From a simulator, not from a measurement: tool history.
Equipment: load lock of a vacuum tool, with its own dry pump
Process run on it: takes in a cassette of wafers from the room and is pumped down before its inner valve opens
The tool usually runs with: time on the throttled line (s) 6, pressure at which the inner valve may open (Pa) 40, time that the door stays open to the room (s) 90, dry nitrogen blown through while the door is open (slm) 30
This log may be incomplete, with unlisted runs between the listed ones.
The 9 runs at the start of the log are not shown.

run,hour,time on the throttled line (s),pressure at which the inner valve may open (Pa),time that the door stays open to the room (s),dry nitrogen blown through while the door is open (slm),hours that the pump has run since its overhaul,times that the door has closed on its seal,"incoming humidity of the room's air, %",time from the closed door until the inner valve may open (s),rise of the pressure with all valves shut (Pa/min)
10,948.8,6,62,187,30,4159,5731,41.9,13.0,0.077
11,1051.0,6,40,90,30,4261,5930,44.2,13.4,0.062
12,1158.1,6,40,90,30,4368,6138,44.6,13.4,0.061
13,1267.9,6,40,90,30,4478,6352,45.4,13.5,0.068
14,1413.6,6,30,90,30,4623,6635,46.4,13.6,0.066
15,1541.5,6,40,90,18,4751,6884,44.6,13.4,0.084
16,1644.7,6,40,178,5,4854,7085,44.6,13.4,0.125
17,1772.2,6,40,178,5,4982,7333,47.4,13.5,0.130
18,1874.6,6,40,178,5,5084,7532,45.5,13.6,0.119
19,2002.4,6,40,34,7,5212,7781,44.8,13.4,0.077
20,2136.2,6,40,55,30,5346,8041,42.7,13.3,0.059
21,2237.7,6,40,55,30,5447,8238,47.4,13.4,0.064
22,2362.7,6,40,55,30,5573,8482,44.0,13.4,0.060
23,2489.3,3,40,38,39,5699,8728,44.9,11.5,0.053
24,2592.4,3,40,38,39,5802,8928,45.8,11.2,0.053
25,2690.0,5,29,38,39,5900,9118,44.3,13.2,0.057
26,2811.1,5,29,38,39,6021,9354,43.3,13.3,0.055
27,2931.9,5,29,38,39,6142,9589,45.5,13.2,0.053
28,3024.7,6,40,90,17,6235,9770,43.6,13.2,0.085
29,3165.4,6,40,90,17,6375,10043,42.9,13.4,0.089
30,3255.4,6,39,27,14,6465,10218,44.1,13.5,0.069

Predict each of these 5 candidate next runs independently; none follows another, all start after run 30:
A,3327.9,11,39,48,10,6538,10359,44.2,?,?
B,3327.9,6,54,27,14,6538,10359,45.9,?,?
C,3327.9,6,40,47,12,6538,10359,46.5,?,?
D,3327.9,6,64,27,14,6538,10359,46.4,?,?
E,3327.9,10,60,27,13,6538,10359,46.7,?,?

run,time from the closed door until the inner valve may open (s),rise of the pressure with all valves shut (Pa/min)
A,17.0,0.076
B,13.3,0.066
C,13.3,0.082
D,13.1,0.064
E,15.8,0.068
Had the tool no hidden state, the same runs would have come out as:
run,time from the closed door until the inner valve may open (s),rise of the pressure with all valves shut (Pa/min)
A,16.6,0.065
B,12.9,0.056
C,12.9,0.072
D,12.7,0.054
E,15.4,0.058
